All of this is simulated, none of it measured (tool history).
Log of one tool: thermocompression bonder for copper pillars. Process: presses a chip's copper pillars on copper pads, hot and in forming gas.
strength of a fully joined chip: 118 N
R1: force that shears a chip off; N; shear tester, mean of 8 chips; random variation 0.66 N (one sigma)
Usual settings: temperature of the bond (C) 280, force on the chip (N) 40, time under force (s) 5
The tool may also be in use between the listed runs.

{"run": 1, "hour": 0.0, "temperature of the bond (C)": 280, "force on the chip (N)": 40, "time under force (s)": 5, "R1": 33.8}
{"run": 2, "hour": 13.2, "temperature of the bond (C)": 280, "force on the chip (N)": 40, "time under force (s)": 3, "R1": 27}
{"run": 3, "hour": 25.4, "temperature of the bond (C)": 280, "force on the chip (N)": 41, "time under force (s)": 5, "R1": 33.4}
{"run": 4, "hour": 33.1, "temperature of the bond (C)": 287, "force on the chip (N)": 41, "time under force (s)": 5, "R1": 39.5}
{"run": 5, "hour": 43.5, "temperature of the bond (C)": 287, "force on the chip (N)": 41, "time under force (s)": 5, "R1": 38.4}
{"run": 6, "hour": 54.6, "temperature of the bond (C)": 287, "force on the chip (N)": 41, "time under force (s)": 5, "R1": 37.8}
{"hour": 56.6, "done": "force cell calibrated"}
{"run": 7, "hour": 67.3, "temperature of the bond (C)": 287, "force on the chip (N)": 41, "time under force (s)": 5, "R1": 38.7}
{"run": 8, "hour": 80.9, "temperature of the bond (C)": 276, "force on the chip (N)": 48, "time under force (s)": 5, "R1": 34.1}
{"run": 9, "hour": 93.3, "temperature of the bond (C)": 276, "force on the chip (N)": 48, "time under force (s)": 5, "R1": 34}
{"hour": 98.7, "done": "force cell calibrated, once more"}
{"run": 10, "hour": 106.2, "temperature of the bond (C)": 276, "force on the chip (N)": 48, "time under force (s)": 5, "R1": 33.2}
{"run": 11, "hour": 119.3, "temperature of the bond (C)": 276, "force on the chip (N)": 48, "time under force (s)": 5, "R1": 34.4}
{"run": 12, "hour": 128.3, "temperature of the bond (C)": 276, "force on the chip (N)": 48, "time under force (s)": 5, "R1": 33.8}
{"hour": 135.5, "done": "heater calibrated with a thermocouple chip"}
{"run": 13, "hour": 139.9, "temperature of the bond (C)": 275, "force on the chip (N)": 27, "time under force (s)": 5, "R1": 28.2}

Forecast each of these 4 alternatives for the next run:
{"run": "A", "hour": 149.8, "temperature of the bond (C)": 255, "force on the chip (N)": 43, "time under force (s)": 6, "R1": "?"}
{"run": "B", "hour": 149.8, "temperature of the bond (C)": 280, "force on the chip (N)": 40, "time under force (s)": 6, "R1": "?"}
{"run": "C", "hour": 149.8, "temperature of the bond (C)": 275, "force on the chip (N)": 27, "time under force (s)": 11, "R1": "?"}
{"run": "D", "hour": 149.8, "temperature of the bond (C)": 265, "force on the chip (N)": 42, "time under force (s)": 10, "R1": "?"}

run=A R1=28.9
run=B R1=43.2
run=C R1=40.4
run=D R1=41.4
Without the tool's hidden state the same runs would have given:
run=A R1=32.3
run=B R1=48.1
run=C R1=45
run=D R1=46.1
